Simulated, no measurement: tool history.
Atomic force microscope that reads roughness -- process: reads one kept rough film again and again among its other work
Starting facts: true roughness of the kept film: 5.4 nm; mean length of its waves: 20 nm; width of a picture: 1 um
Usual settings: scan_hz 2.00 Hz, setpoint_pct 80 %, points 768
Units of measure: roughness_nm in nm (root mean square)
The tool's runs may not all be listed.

| run | hour | scan_hz | setpoint_pct | points | roughness_nm |
|---|---|---|---|---|---|
| 1 | 0.0 | 2.00 | 80 | 768 | 3.572 |
| 2 | 18.2 | 2.00 | 80 | 768 | 2.905 |
| 3 | 28.4 | 2.00 | 80 | 768 | 2.601 |
| 4 | 46.9 | 2.00 | 80 | 768 | 2.201 |
| 5 | 60.8 | 2.00 | 80 | 768 | 2.010 |
| 6 | 69.1 | 2.00 | 80 | 768 | 1.902 |
|  | 75.5 | new tip fitted |
| 7 | 79.2 | 2.93 | 80 | 768 | 3.409 |
| 8 | 87.0 | 2.93 | 80 | 768 | 3.095 |
| 9 | 104.3 | 2.00 | 80 | 302 | 2.587 |

Run 10 is up next; what results do you expect?
| 10 | 118.0 | 0.81 | 80 | 302 | ? |

Run 10 came out at roughness_nm 2.327 nm (root mean square).
Had the tool carried no hidden state, the very same run would have given roughness_nm 3.732 nm (root mean square).

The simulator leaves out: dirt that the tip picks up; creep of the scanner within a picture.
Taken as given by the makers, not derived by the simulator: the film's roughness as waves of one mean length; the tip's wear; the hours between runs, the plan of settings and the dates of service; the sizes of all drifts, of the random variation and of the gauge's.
